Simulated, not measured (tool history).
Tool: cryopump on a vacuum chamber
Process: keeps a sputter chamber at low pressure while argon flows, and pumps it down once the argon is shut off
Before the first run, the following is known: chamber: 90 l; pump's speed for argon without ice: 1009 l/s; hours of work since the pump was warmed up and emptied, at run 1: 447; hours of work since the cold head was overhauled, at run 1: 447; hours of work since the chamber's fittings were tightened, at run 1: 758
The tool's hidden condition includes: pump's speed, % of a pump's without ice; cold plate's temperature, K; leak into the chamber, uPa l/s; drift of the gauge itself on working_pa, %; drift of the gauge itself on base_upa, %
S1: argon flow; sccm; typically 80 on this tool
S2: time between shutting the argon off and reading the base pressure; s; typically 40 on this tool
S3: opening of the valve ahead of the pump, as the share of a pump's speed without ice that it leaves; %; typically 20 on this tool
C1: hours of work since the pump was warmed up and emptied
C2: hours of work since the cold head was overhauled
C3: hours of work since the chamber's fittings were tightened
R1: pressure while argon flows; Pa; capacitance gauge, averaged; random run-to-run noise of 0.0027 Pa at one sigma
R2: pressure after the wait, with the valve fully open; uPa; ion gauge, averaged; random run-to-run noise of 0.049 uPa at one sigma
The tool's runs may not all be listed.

run   hour  S1  S2  S3   C1   C2   C3      R1    R2
  1      0  80  40  20  447  447  758  0.7048  4.63
  2   13.7  80  40  20  456  456  768  0.7024   4.7
  3     22  80  40  20  462  462  773  0.7025  4.83
  4   37.9  80  40  20  472  472  784  0.7046  4.63
  5   49.5  80  40  20  480  480  791  0.7031   4.8
  6   61.2  80  40  20  487  487  799  0.7094  4.83
  7   74.9  80  40  20  496  496  808  0.7009  4.91
  8   86.6  80  40  21  504  504  816   0.676  4.93
  9  101.3  80  40  21  514  514  825  0.6742  4.91
 10  112.4  80  40  35  521  521  833  0.4216  4.88
 11  129.9  80  40  35  533  533  844  0.4221  4.91

Consider 4 possible next runs. They are alternatives, not a sequence: every one starts from the tool as it was left by run 11. What does each give?
  A  143.3   41  47  39  542  542  853   ?   ?
  B  143.3  115  31  25  542  542  853   ?   ?
  C  143.3   61  46  37  542  542  853   ?   ?
  D  143.3   80  40  30  542  542  853   ?   ?

run      R1    R2
  A  0.1977   4.7
  B    0.83  5.84
  C  0.3074  4.71
  D   0.487  5.03
With no hidden state in the tool, these same runs would have given:
run      R1    R2
  A  0.1765  2.64
  B  0.7707  3.82
  C  0.2761  2.68
  D  0.4459  3.02
